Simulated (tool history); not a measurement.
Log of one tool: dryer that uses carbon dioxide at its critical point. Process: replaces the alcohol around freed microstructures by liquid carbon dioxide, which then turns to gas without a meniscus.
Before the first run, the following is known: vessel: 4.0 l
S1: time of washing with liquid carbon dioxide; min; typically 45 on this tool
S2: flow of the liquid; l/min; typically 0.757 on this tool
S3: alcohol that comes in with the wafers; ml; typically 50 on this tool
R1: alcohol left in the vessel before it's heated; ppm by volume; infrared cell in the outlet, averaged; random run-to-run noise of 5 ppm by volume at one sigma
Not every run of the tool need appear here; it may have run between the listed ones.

run   hour  S1     S2  S3   R1
  1      0  45  0.757  50  110
  2   30.8  45  0.757  50  123
  3   54.9  61  0.757  50  102
  4   78.4  61  0.757  50  108
  5     97  45  0.757  50  128
  6  124.3  45  0.757  50  121
  7  149.4  45  0.757  50  139
  8  171.3  45  0.757  50  134
  9  190.7  45  0.757  50  126
 10  228.6  32  1.247  29  122
 11  260.8  68  0.457  46  154
 12  290.9  68  0.457  46  174
 13  328.4  68  0.457  46  157
 14    350  31  0.606  27  360
 15  386.1  31  0.606  27  357
 16  407.9  58  0.511  37  172
 17  430.3  58  0.511  37  174

Here are 3 independent what-if runs from the current tool condition. What would each one return?
  A  447.4  45  0.583   50   ?
  B  447.4  36  1.082   27   ?
  C  447.4  70  0.511  106   ?

run   R1
  A  243
  B  137
  C  170
With no hidden state in the tool, these same runs would have given:
run   R1
  A  105
  B   12
  C   39
